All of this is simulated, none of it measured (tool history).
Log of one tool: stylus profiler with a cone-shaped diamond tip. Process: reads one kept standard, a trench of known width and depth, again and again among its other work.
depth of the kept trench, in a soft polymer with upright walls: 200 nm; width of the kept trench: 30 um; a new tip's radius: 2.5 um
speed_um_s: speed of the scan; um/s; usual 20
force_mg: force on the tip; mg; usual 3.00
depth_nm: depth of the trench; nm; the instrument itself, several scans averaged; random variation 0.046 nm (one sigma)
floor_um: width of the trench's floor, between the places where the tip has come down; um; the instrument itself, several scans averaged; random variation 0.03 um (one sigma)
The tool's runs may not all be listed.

run   hour  speed_um_s  force_mg  depth_nm  floor_um
  1    0.0          20      3.00    201.56     27.75
  2   14.1          20      3.00    201.52     27.76
  3   28.8          20      6.87    202.86     27.80
  4   43.7          20      3.00    201.49     27.69
  5   55.3          20      3.00    201.50     27.75
  6   68.4           8      3.96    201.81     27.82
  7   78.3           8      3.96    201.81     27.80
  8   90.8          25      1.03    200.64     27.55
  9  112.4          29      2.31    201.20     27.64
 10  135.4          29      2.31    201.16     27.64

Forecast each of these 3 alternatives for the next run:
  A  150.7          41      7.67         ?         ?
  B  150.7          58      7.54         ?         ?
  C  150.7           5      1.65         ?         ?

run  depth_nm  floor_um
  A    202.99     27.58
  B    202.90     27.60
  C    200.89     27.75
Without the tool's hidden state the same runs would have given:
run  depth_nm  floor_um
  A    203.28     27.84
  B    203.19     27.85
  C    201.18     28.00
